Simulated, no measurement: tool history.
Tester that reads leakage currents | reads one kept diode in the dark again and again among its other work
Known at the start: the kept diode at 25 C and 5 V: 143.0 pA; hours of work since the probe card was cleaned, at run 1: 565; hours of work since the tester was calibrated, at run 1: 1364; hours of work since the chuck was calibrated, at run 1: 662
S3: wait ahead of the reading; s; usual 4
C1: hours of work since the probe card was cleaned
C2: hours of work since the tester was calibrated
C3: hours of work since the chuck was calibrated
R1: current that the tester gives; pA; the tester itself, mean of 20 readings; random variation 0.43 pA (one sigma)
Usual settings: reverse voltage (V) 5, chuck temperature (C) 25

Run 1, hour 0: usual settings; C1 565; C2 1364; C3 662. Result: R1 152.45 pA.
Run 2, hour 90.6: usual settings; C1 626; C2 1426; C3 724. Result: R1 153.58 pA.
Run 3, hour 182.9: usual settings; C1 689; C2 1489; C3 786. Result: R1 153.81 pA.
Run 4, hour 225.5: usual settings; C1 718; C2 1517; C3 815. Result: R1 153.64 pA.
Run 5, hour 297.4: usual settings; C1 767; C2 1566; C3 864. Result: R1 154.59 pA.
Run 6, hour 350.5: usual settings; C1 803; C2 1602; C3 900. Result: R1 154.21 pA.
Run 7, hour 420.1: usual settings but chuck temperature (C) 24; C1 850; C2 1650; C3 947. Result: R1 144.19 pA.
Run 8, hour 479.4: usual settings but reverse voltage (V) 2.26, chuck temperature (C) 36, S3 0.55 s; C1 890; C2 1690; C3 988. Result: R1 229.6 pA.
Run 9, hour 518.1: usual settings but S3 0.62 s; C1 916; C2 1716; C3 1014. Result: R1 158.88 pA.
Run 10, hour 566.4: usual settings but reverse voltage (V) 1.19, chuck temperature (C) 23, S3 1.37 s; C1 949; C2 1749; C3 1047. Result: R1 61.88 pA.
Run 11, hour 615.1: usual settings but reverse voltage (V) 1.19, chuck temperature (C) 23, S3 1.37 s; C1 982; C2 1782; C3 1080. Result: R1 61.97 pA.
Run 12, hour 706.5: usual settings but reverse voltage (V) 1.19, chuck temperature (C) 46, S3 0.49 s; C1 1044; C2 1844; C3 1142. Result: R1 329.23 pA.
Run 13, hour 761.8: usual settings but reverse voltage (V) 1.19, chuck temperature (C) 21, S3 0.5 s; C1 1082; C2 1881; C3 1179. Result: R1 53.9 pA.
Run 14, hour 855.4: usual settings but reverse voltage (V) 2.3, chuck temperature (C) 27, S3 0.61 s; C1 1145; C2 1945; C3 1243. Result: R1 121.49 pA.

Forecast each of these 4 alternatives for the next run:
Run A, hour 927.7: usual settings but reverse voltage (V) 3.5, chuck temperature (C) 20, S3 9.53 s; C1 1194; C2 1994; C3 1292. Result: R1 ?.
Run B, hour 927.7: usual settings but reverse voltage (V) 1.03, chuck temperature (C) 20, S3 0.45 s; C1 1194; C2 1994; C3 1292. Result: R1 ?.
Run C, hour 927.7: usual settings but reverse voltage (V) 7.59, chuck temperature (C) 48, S3 4.08 s; C1 1194; C2 1994; C3 1292. Result: R1 ?.
Run D, hour 927.7: usual settings but chuck temperature (C) 34; C1 1194; C2 1994; C3 1292. Result: R1 ?.

run       R1
  A    90.01
  B    46.47
  C  1017.19
  D   309.87
Without the tool's hidden state the same runs would have given:
run      R1
  A   80.17
  B   42.06
  C  946.22
  D  284.01
